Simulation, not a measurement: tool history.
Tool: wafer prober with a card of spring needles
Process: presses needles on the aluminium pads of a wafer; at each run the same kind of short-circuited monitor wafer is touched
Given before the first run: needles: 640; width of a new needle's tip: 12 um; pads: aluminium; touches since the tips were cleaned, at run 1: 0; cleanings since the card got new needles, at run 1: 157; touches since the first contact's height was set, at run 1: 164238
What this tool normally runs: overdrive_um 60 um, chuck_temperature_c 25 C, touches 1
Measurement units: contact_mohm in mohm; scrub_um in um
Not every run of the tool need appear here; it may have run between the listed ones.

run   hour  overdrive_um  chuck_temperature_c  touches  touches since the tips were cleaned  cleanings since the card got new needles  touches since the first contact's height was set  contact_mohm  scrub_um
  1    0.0            60                   25        1                                    0                                       157                                            164238           240     13.52
       4.9  -- tips cleaned on abrasive film
      11.1  -- tips cleaned on abrasive film
      16.4  -- tips cleaned on abrasive film
  2   16.4            60                   38        1                                    0                                       160                                            173563           239     13.36
      22.6  -- tips cleaned on abrasive film
      28.4  -- tips cleaned on abrasive film
      31.1  -- height of the first contact set anew
      34.9  -- tips cleaned on abrasive film
  3   38.0            63                   38        1                                 1801                                       163                                              3895           251     15.09
      40.4  -- tips cleaned on abrasive film
      46.5  -- tips cleaned on abrasive film
  4   48.3            63                   38        1                                 1070                                       165                                              9759           249     14.97
      52.0  -- tips cleaned on abrasive film
      58.0  -- tips cleaned on abrasive film
      63.9  -- tips cleaned on abrasive film
  5   67.7            63                   38        1                                 2206                                       168                                             20809           251     15.16
      69.0  -- tips cleaned on abrasive film
      75.2  -- tips cleaned on abrasive film
      81.0  -- tips cleaned on abrasive film
  6   82.2            63                   38        1                                  727                                       171                                             29019           247     15.11
      86.0  -- tips cleaned on abrasive film
      89.7  -- tips cleaned on abrasive film, once more
      95.5  -- tips cleaned on abrasive film
     101.6  -- tips cleaned on abrasive film
  7  105.0            57                   25        1                                 1954                                       175                                             41926           256     13.48
     107.5  -- tips cleaned on abrasive film
     113.5  -- tips cleaned on abrasive film
     119.3  -- tips cleaned on abrasive film
  8  121.2            57                   25        1                                 1082                                       178                                             51142           248     13.47
     124.4  -- tips cleaned on abrasive film
     130.6  -- tips cleaned on abrasive film
     135.5  -- tips cleaned on abrasive film
  9  139.3            57                   25        1                                 2194                                       181                                             61427           255     13.58
     140.6  -- tips cleaned on abrasive film
     146.3  -- tips cleaned on abrasive film
     151.7  -- tips cleaned on abrasive film
 10  151.7            57                   25        1                                    0                                       184                                             68434           242     13.52
     157.8  -- tips cleaned on abrasive film
     163.7  -- tips cleaned on abrasive film
 11  168.1            57                   25        1                                 2581                                       186                                             77801           258     13.35
     169.4  -- tips cleaned on abrasive film
     175.2  -- tips cleaned on abrasive film
     180.1  -- tips cleaned on abrasive film
     186.0  -- tips cleaned on abrasive film
 12  190.1            57                   25        1                                 2324                                       190                                             90247           257     13.17
     191.3  -- tips cleaned on abrasive film
     197.4  -- tips cleaned on abrasive film
 13  201.7            57                   25        1                                 2516                                       192                                             96890           261     13.36
     203.0  -- tips cleaned on abrasive film
     208.7  -- tips cleaned on abrasive film
     214.6  -- tips cleaned on abrasive film
 14  217.8            57                   25        1                                 1843                                       195                                            106018           251     13.19
     220.3  -- tips cleaned on abrasive film
     226.4  -- tips cleaned on abrasive film
     232.5  -- tips cleaned on abrasive film
 15  235.4            49                  103        2                                 1666                                       198                                            116006           275     11.07
     237.9  -- tips cleaned on abrasive film
     243.7  -- tips cleaned on abrasive film
     249.8  -- tips cleaned on abrasive film
     255.8  -- tips cleaned on abrasive film
 16  256.9            44                   25        3                                  676                                       202                                            128222           249      9.73
     261.9  -- tips cleaned on abrasive film
     267.7  -- tips cleaned on abrasive film
     273.8  -- tips cleaned on abrasive film
 17  276.6            44                   25        1                                 1620                                       205                                            139444           267      9.78
     279.2  -- tips cleaned on abrasive film
     285.1  -- tips cleaned on abrasive film
     291.0  -- tips cleaned on abrasive film
 18  294.4            70                   48        3                                 1975                                       208                                            149544           245     15.89
     296.9  -- tips cleaned on abrasive film
     302.5  -- tips cleaned on abrasive film
     308.5  -- tips cleaned on abrasive film
 19  312.1            70                   33        2                                 2101                                       211                                            159597           248     15.84
     314.5  -- tips cleaned on abrasive film
     320.5  -- tips cleaned on abrasive film
     326.3  -- tips cleaned on abrasive film
 20  326.3            44                   55        1                                    0                                       214                                            167639           257      9.68
     332.5  -- tips cleaned on abrasive film
     338.5  -- tips cleaned on abrasive film
     344.6  -- tips cleaned on abrasive film
 21  346.0            62                   26        1                                  783                                       217                                            178828           247     13.83
     349.7  -- tips cleaned on abrasive film
     351.2  -- height of the first contact set anew
     356.1  -- tips cleaned on abrasive film
 22  360.5            62                   26        1                                 2587                                       219                                              5344           255     15.07
     361.9  -- tips cleaned on abrasive film
     367.6  -- tips cleaned on abrasive film
     373.6  -- tips cleaned on abrasive film
     379.6  -- tips cleaned on abrasive film
 23  383.5            62                   95        3                                 2270                                       223                                             18369           263     14.88
     384.8  -- tips cleaned on abrasive film
     390.7  -- tips cleaned on abrasive film
     396.5  -- tips cleaned on abrasive film
     402.6  -- tips cleaned on abrasive film
 24  406.0            40                   25        1                                 1956                                       227                                             31145           279      9.49
     408.5  -- tips cleaned on abrasive film
     414.4  -- tips cleaned on abrasive film
     419.5  -- tips cleaned on abrasive film
 25  419.5            40                   25        1                                    0                                       230                                             38808           247      9.45
     425.7  -- tips cleaned on abrasive film
     431.8  -- tips cleaned on abrasive film
 26  434.7            40                   25        2                                 1707                                       232                                             47491           259      9.40
     437.1  -- tips cleaned on abrasive film
     443.0  -- tips cleaned on abrasive film
 27  446.6            40                   25        2                                 2048                                       234                                             54209           264      9.27
     449.1  -- tips cleaned on abrasive film
     455.0  -- tips cleaned on abrasive film
 28  459.5            40                   25        2                                 2574                                       236                                             61546           263      9.23

Predict each of these 3 candidate next runs independently; none follows another, all start after run 28:
     460.5  -- tips cleaned on abrasive film
     466.2  -- tips cleaned on abrasive film
     472.3  -- tips cleaned on abrasive film
  A  472.4            60                   25        1                                   67                                       239                                             68857             ?         ?
     460.5  -- tips cleaned on abrasive film
     466.2  -- tips cleaned on abrasive film
     472.3  -- tips cleaned on abrasive film
  B  472.4            59                   44        2                                   67                                       239                                             68857             ?         ?
     460.5  -- tips cleaned on abrasive film
     466.2  -- tips cleaned on abrasive film
     472.3  -- tips cleaned on abrasive film
  C  472.4            60                   88        1                                   67                                       239                                             68857             ?         ?

run  contact_mohm  scrub_um
  A           242     13.99
  B           245     13.96
  C           255     14.11
What these runs would have given with no unlogged condition in the tool:
run  contact_mohm  scrub_um
  A           236     14.40
  B           240     14.37
  C           249     14.52

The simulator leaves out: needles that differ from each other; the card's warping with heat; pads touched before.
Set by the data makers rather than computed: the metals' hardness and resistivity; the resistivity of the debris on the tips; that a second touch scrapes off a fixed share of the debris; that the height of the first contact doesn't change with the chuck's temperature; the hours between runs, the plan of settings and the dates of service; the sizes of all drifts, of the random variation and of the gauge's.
